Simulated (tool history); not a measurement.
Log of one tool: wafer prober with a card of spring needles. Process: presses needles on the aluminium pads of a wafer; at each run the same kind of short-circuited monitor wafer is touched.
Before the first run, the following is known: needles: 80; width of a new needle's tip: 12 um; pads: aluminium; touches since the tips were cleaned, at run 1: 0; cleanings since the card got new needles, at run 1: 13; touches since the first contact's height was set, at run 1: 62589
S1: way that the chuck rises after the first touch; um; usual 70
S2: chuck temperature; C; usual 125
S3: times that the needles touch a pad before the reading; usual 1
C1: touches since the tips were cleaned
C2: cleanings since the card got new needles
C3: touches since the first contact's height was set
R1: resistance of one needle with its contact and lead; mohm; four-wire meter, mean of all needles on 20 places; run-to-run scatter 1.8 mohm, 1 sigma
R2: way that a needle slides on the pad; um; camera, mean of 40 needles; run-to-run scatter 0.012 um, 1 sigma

run,hour,S1,S2,S3,C1,C2,C3,R1,R2
1,0,70,125,1,0,13,62589,200,12.85
2,8.8,70,125,1,3149,13,65738,252,12.83
# hour 13: tips cleaned on abrasive film
3,19.2,70,125,1,2235,14,69441,294,12.8
# hour 25.5: tips cleaned on abrasive film
4,26.6,70,125,1,393,15,72082,211,12.8
# hour 38.3: tips cleaned on abrasive film
5,39.2,70,125,1,320,16,76549,204,12.79
# hour 42.7: tips cleaned on abrasive film, once more
6,48.6,70,125,1,2111,17,79905,238,12.78
# hour 55: tips cleaned on abrasive film
7,65.3,70,125,1,3684,18,85865,261,12.79
# hour 67.9: tips cleaned on abrasive film
# hour 79.8: tips cleaned on abrasive film
8,80.4,70,125,1,248,20,91232,207,12.76
# hour 91.9: tips cleaned on abrasive film
9,98.1,70,125,1,2211,21,97537,245,12.74
# hour 103.9: tips cleaned on abrasive film
10,107.8,70,89,2,1420,22,100989,210,12.72
# hour 116.4: tips cleaned on abrasive film
11,119,80,28,1,950,23,104983,196,14.57
# hour 128.6: tips cleaned on abrasive film
12,135,70,43,3,2300,24,110683,197,12.72
# hour 140.6: tips cleaned on abrasive film
# hour 152.5: tips cleaned on abrasive film
13,152.5,70,111,1,0,26,116901,199,12.67
# hour 165.3: tips cleaned on abrasive film
14,170.2,70,111,1,1761,27,123207,238,12.7
# hour 177.4: tips cleaned on abrasive film
15,183.7,70,111,1,2246,28,128024,244,12.66

Here are 3 independent what-if runs from the current tool condition. What would each one return?
# hour 190.2: tips cleaned on abrasive film
A,191.6,50,57,1,500,29,130813,?,?
# hour 190.2: tips cleaned on abrasive film
B,191.6,70,111,3,500,29,130813,?,?
# hour 190.2: tips cleaned on abrasive film
C,191.6,71,28,2,500,29,130813,?,?

run,R1,R2
A,226,8.95
B,198,12.65
C,188,12.82
Without the tool's unlogged condition, the same runs would have read:
run,R1,R2
A,183,9.27
B,190,12.97
C,173,13.13

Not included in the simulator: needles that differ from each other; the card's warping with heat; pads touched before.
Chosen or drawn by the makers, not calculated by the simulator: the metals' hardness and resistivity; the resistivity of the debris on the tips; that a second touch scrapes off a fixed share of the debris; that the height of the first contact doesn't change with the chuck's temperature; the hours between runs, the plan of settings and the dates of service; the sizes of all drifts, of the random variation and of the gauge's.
